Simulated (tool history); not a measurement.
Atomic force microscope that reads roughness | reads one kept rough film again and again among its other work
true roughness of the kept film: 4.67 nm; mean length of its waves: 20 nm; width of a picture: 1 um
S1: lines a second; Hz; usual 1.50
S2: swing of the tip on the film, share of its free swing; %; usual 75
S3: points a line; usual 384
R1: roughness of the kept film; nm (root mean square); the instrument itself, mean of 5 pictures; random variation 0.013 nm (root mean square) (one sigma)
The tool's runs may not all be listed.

run	day	S1	S2	S3	R1
1	0.000	1.50	75	384	2.695
# day 1.125: new tip fitted
2	1.925	1.50	75	384	2.865
3	3.171	1.50	64	384	2.646
# day 3.929: new tip fitted
4	4.404	1.50	64	384	3.023
5	5.317	1.50	64	384	2.712
# day 6.733: new tip fitted
6	6.933	1.50	75	557	3.089
7	7.938	1.50	71	384	2.768
8	9.325	1.50	75	384	2.402
# day 9.496: new tip fitted
9	10.971	1.50	75	384	2.678
# day 12.321: new tip fitted
10	12.912	1.50	75	384	2.961
11	14.912	1.50	88	384	2.235
# day 15.083: new tip fitted
12	15.996	1.50	88	384	2.614
# day 17.804: new tip fitted
13	17.804	1.50	88	384	2.969
14	18.921	1.50	88	384	2.611
# day 20.638: new tip fitted
15	20.646	1.50	88	384	2.925
16	22.108	1.50	88	384	2.492
17	23.142	1.50	88	384	2.210
# day 23.462: new tip fitted
18	24.471	1.50	88	384	2.623
19	25.408	1.50	88	384	2.406
# day 26.333: new tip fitted
20	27.283	1.50	88	384	2.649
21	28.883	1.50	75	384	2.372
# day 29.046: new tip fitted
22	30.158	1.50	75	608	2.772
# day 31.796: new tip fitted
23	31.946	1.50	75	384	3.116
24	33.442	1.50	75	384	2.636
# day 34.517: new tip fitted
25	35.171	1.50	75	384	2.855
26	36.112	1.50	75	384	2.602
# day 37.329: new tip fitted
27	37.396	3.42	75	384	2.804
28	38.496	1.18	75	276	2.737
# day 40.079: new tip fitted
29	40.162	1.18	65	276	3.208

Forecast run 30:
30	41.304	0.83	76	276	?

Run 30 gave R1 2.785 nm (root mean square).
Without the tool's hidden state the same run would have given R1 3.253 nm (root mean square).
